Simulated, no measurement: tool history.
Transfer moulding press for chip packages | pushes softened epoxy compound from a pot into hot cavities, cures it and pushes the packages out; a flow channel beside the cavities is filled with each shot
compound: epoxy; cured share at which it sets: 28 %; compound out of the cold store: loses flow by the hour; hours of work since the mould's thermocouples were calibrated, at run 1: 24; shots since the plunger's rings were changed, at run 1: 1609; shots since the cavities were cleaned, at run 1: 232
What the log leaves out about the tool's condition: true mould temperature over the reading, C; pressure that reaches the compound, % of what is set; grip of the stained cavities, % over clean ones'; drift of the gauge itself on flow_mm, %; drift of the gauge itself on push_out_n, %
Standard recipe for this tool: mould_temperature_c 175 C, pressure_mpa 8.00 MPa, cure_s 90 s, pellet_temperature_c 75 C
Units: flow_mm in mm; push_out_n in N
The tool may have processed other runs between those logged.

| run | day | mould_temperature_c | pressure_mpa | cure_s | pellet_temperature_c | hours of work since the mould's thermocouples were calibrated | shots since the plunger's rings were changed | shots since the cavities were cleaned | incoming compound's hours out of the cold store | flow_mm | push_out_n |
|---|---|---|---|---|---|---|---|---|---|---|---|
| 1 | 0.000 | 175 | 8.00 | 90 | 75 | 24 | 1609 | 232 | 38.0 | 825 | 580 |
| 2 | 0.546 | 175 | 7.77 | 90 | 75 | 31 | 1741 | 364 | 39.6 | 802 | 573 |
| 3 | 1.204 | 175 | 7.90 | 90 | 75 | 39 | 1901 | 524 | 27.3 | 835 | 582 |
| 4 | 1.858 | 175 | 7.90 | 90 | 75 | 47 | 2060 | 683 | 43.8 | 803 | 575 |
| 5 | 2.333 | 175 | 7.90 | 90 | 75 | 53 | 2175 | 798 | 8.3 | 877 | 600 |
| 6 | 2.638 | 168 | 8.00 | 90 | 75 | 56 | 2249 | 872 | 38.7 | 846 | 966 |
| 7 | 2.988 | 168 | 8.00 | 90 | 75 | 61 | 2334 | 957 | 46.2 | 834 | 988 |
|  | 3.417 | cavities cleaned with cleaning compound and waxed |
| 8 | 3.417 | 175 | 8.00 | 85 | 75 | 65 | 2423 | 0 | 47.6 | 802 | 624 |
| 9 | 3.717 | 175 | 8.00 | 90 | 75 | 69 | 2495 | 72 | 17.2 | 863 | 601 |
| 10 | 4.188 | 175 | 8.00 | 90 | 75 | 75 | 2610 | 187 | 23.0 | 852 | 598 |
| 11 | 4.875 | 175 | 8.00 | 90 | 75 | 83 | 2777 | 354 | 35.6 | 828 | 600 |
| 12 | 5.279 | 175 | 8.00 | 90 | 75 | 88 | 2875 | 452 | 38.7 | 821 | 586 |
| 13 | 5.933 | 175 | 8.00 | 90 | 75 | 96 | 3034 | 611 | 17.4 | 860 | 607 |
| 14 | 6.421 | 175 | 8.00 | 90 | 75 | 102 | 3151 | 728 | 14.2 | 869 | 599 |
|  | 6.879 | plunger's sealing rings changed |
| 15 | 6.879 | 175 | 8.00 | 90 | 75 | 107 | 0 | 814 | 42.4 | 811 | 576 |
| 16 | 7.550 | 182 | 8.00 | 90 | 83 | 115 | 164 | 978 | 29.5 | 813 | 484 |
|  | 7.883 | cavities cleaned with cleaning compound and waxed |
| 17 | 7.921 | 182 | 8.00 | 90 | 83 | 119 | 238 | 9 | 13.4 | 849 | 460 |
| 18 | 8.383 | 182 | 8.00 | 90 | 83 | 124 | 350 | 121 | 41.0 | 790 | 455 |
| 19 | 8.983 | 180 | 7.74 | 90 | 74 | 132 | 495 | 266 | 35.5 | 793 | 468 |
| 20 | 9.321 | 180 | 7.74 | 90 | 74 | 136 | 578 | 349 | 26.8 | 814 | 488 |
| 21 | 9.646 | 175 | 9.25 | 90 | 75 | 140 | 657 | 428 | 41.9 | 872 | 568 |
| 22 | 10.317 | 174 | 9.25 | 90 | 66 | 148 | 819 | 590 | 42.1 | 882 | 627 |
| 23 | 10.654 | 177 | 8.00 | 123 | 75 | 152 | 901 | 672 | 19.7 | 850 | 456 |
| 24 | 10.996 | 177 | 8.86 | 99 | 68 | 156 | 985 | 756 | 20.3 | 894 | 491 |
| 25 | 11.412 | 177 | 6.37 | 90 | 65 | 162 | 1085 | 856 | 40.9 | 723 | 520 |
| 26 | 12.079 | 175 | 8.51 | 90 | 66 | 170 | 1246 | 1017 | 18.2 | 890 | 605 |
|  | 12.225 | cavities cleaned with cleaning compound and waxed |
| 27 | 12.633 | 175 | 9.40 | 90 | 84 | 176 | 1366 | 98 | 8.6 | 957 | 585 |
| 28 | 13.171 | 177 | 9.40 | 113 | 84 | 182 | 1496 | 228 | 29.5 | 898 | 456 |

What if the next run were any one of these 5? Each begins from the tool's condition after run 28:
| A | 13.742 | 175 | 8.60 | 101 | 75 | 189 | 1635 | 367 | 18.3 | ? | ? |
| B | 13.742 | 175 | 8.07 | 90 | 66 | 189 | 1635 | 367 | 43.6 | ? | ? |
| C | 13.742 | 172 | 8.77 | 103 | 84 | 189 | 1635 | 367 | 45.2 | ? | ? |
| D | 13.742 | 175 | 6.37 | 78 | 66 | 189 | 1635 | 367 | 29.3 | ? | ? |
| E | 13.742 | 169 | 8.43 | 90 | 75 | 189 | 1635 | 367 | 34.2 | ? | ? |

| run | flow_mm | push_out_n |
|---|---|---|
| A | 896 | 509 |
| B | 815 | 591 |
| C | 850 | 535 |
| D | 749 | 828 |
| E | 874 | 881 |
The same runs, with their run-to-run variation unchanged, on a tool lacking any hidden condition would have given:
| run | flow_mm | push_out_n |
|---|---|---|
| A | 896 | 506 |
| B | 815 | 588 |
| C | 850 | 532 |
| D | 750 | 824 |
| E | 874 | 877 |
